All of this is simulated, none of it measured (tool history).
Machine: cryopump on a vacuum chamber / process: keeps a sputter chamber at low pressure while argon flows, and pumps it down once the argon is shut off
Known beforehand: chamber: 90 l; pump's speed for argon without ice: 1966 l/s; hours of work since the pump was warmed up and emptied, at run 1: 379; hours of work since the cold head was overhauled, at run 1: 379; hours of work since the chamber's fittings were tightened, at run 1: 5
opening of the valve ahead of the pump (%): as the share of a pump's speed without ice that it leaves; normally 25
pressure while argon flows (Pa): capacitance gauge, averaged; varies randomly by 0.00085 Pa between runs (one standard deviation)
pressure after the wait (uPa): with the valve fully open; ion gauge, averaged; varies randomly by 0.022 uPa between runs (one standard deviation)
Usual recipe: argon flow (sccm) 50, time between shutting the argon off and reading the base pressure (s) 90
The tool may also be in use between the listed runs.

| run | hour | argon flow (sccm) | time between shutting the argon off and reading the base pressure (s) | opening of the valve ahead of the pump (%) | hours of work since the pump was warmed up and emptied | hours of work since the cold head was overhauled | hours of work since the chamber's fittings were tightened | pressure while argon flows (Pa) | pressure after the wait (uPa) |
|---|---|---|---|---|---|---|---|---|---|
| 1 | 0 | 50 | 90 | 25 | 379 | 379 | 5 | 0.1778 | 0.58 |
| 2 | 10.4 | 50 | 241 | 25 | 386 | 386 | 12 | 0.1782 | 0.34 |
| 3 | 26.6 | 50 | 90 | 47 | 397 | 397 | 23 | 0.0968 | 0.58 |
| 4 | 39.3 | 50 | 109 | 25 | 406 | 406 | 32 | 0.1775 | 0.53 |
| 5 | 57.5 | 50 | 90 | 25 | 419 | 419 | 45 | 0.1771 | 0.56 |
| 6 | 68 | 50 | 90 | 25 | 426 | 426 | 52 | 0.1788 | 0.62 |
| 7 | 84.4 | 50 | 90 | 20 | 437 | 437 | 64 | 0.2228 | 0.55 |
| 8 | 96.2 | 37 | 90 | 25 | 446 | 446 | 72 | 0.1321 | 0.59 |
| 9 | 112.8 | 37 | 90 | 25 | 457 | 457 | 83 | 0.1327 | 0.6 |
| 10 | 127.2 | 50 | 90 | 25 | 467 | 467 | 93 | 0.1777 | 0.62 |
| 11 | 148.9 | 50 | 90 | 25 | 483 | 483 | 109 | 0.177 | 0.63 |
| 12 | 168.7 | 50 | 90 | 25 | 496 | 496 | 122 | 0.1786 | 0.58 |
| 13 | 179.6 | 50 | 90 | 33 | 504 | 504 | 130 | 0.1377 | 0.65 |
| 14 | 193.4 | 50 | 90 | 33 | 514 | 514 | 140 | 0.1367 | 0.65 |
| 15 | 206.9 | 50 | 90 | 33 | 523 | 523 | 149 | 0.1378 | 0.63 |
| 16 | 222.6 | 50 | 90 | 33 | 534 | 534 | 160 | 0.139 | 0.67 |
| 17 | 239.9 | 50 | 90 | 33 | 546 | 546 | 172 | 0.1384 | 0.66 |
| 18 | 249.6 | 50 | 83 | 26 | 553 | 553 | 179 | 0.1745 | 0.69 |
| 19 | 264.2 | 50 | 83 | 26 | 563 | 563 | 189 | 0.173 | 0.69 |
| 20 | 282.3 | 94 | 83 | 26 | 576 | 576 | 202 | 0.326 | 0.71 |
| 21 | 302.9 | 50 | 122 | 20 | 590 | 590 | 216 | 0.2232 | 0.54 |
| 22 | 317.3 | 33 | 287 | 25 | 600 | 600 | 226 | 0.1184 | 0.42 |
| 23 | 333.5 | 24 | 287 | 25 | 611 | 611 | 237 | 0.0874 | 0.43 |
| 24 | 355.3 | 24 | 287 | 25 | 626 | 626 | 253 | 0.0869 | 0.43 |
| 25 | 373.7 | 90 | 90 | 25 | 639 | 639 | 265 | 0.3279 | 0.62 |
| 26 | 385.9 | 29 | 90 | 30 | 648 | 648 | 274 | 0.0878 | 0.68 |
| 27 | 403 | 53 | 133 | 24 | 660 | 660 | 286 | 0.2004 | 0.59 |
| 28 | 423.9 | 30 | 90 | 47 | 674 | 674 | 300 | 0.0611 | 0.7 |
| 29 | 436.1 | 59 | 51 | 25 | 683 | 683 | 309 | 0.2142 | 1.06 |
| 30 | 451.3 | 21 | 232 | 16 | 693 | 693 | 320 | 0.1168 | 0.47 |
| 31 | 470.8 | 100 | 63 | 36 | 707 | 707 | 333 | 0.2602 | 0.87 |
| 32 | 482.1 | 100 | 63 | 36 | 715 | 715 | 341 | 0.2613 | 0.93 |
| 33 | 497.5 | 51 | 150 | 44 | 726 | 726 | 352 | 0.1114 | 0.56 |
| 34 | 507.5 | 51 | 150 | 44 | 733 | 733 | 359 | 0.1104 | 0.6 |

Branching from run 34: 5 alternative next runs. What would each branch give?
| A | 518.4 | 50 | 90 | 28 | 740 | 740 | 366 | ? | ? |
| B | 518.4 | 24 | 90 | 25 | 740 | 740 | 366 | ? | ? |
| C | 518.4 | 47 | 201 | 25 | 740 | 740 | 366 | ? | ? |
| D | 518.4 | 51 | 150 | 16 | 740 | 740 | 366 | ? | ? |
| E | 518.4 | 50 | 296 | 25 | 740 | 740 | 366 | ? | ? |

| run | pressure while argon flows (Pa) | pressure after the wait (uPa) |
|---|---|---|
| A | 0.1648 | 0.7 |
| B | 0.0881 | 0.73 |
| C | 0.1725 | 0.56 |
| D | 0.2861 | 0.59 |
| E | 0.1833 | 0.46 |
Had the tool no hidden state, the same runs would have come out as:
| run | pressure while argon flows (Pa) | pressure after the wait (uPa) |
|---|---|---|
| A | 0.1537 | 0.5 |
| B | 0.0827 | 0.52 |
| C | 0.162 | 0.35 |
| D | 0.2747 | 0.39 |
| E | 0.1722 | 0.25 |
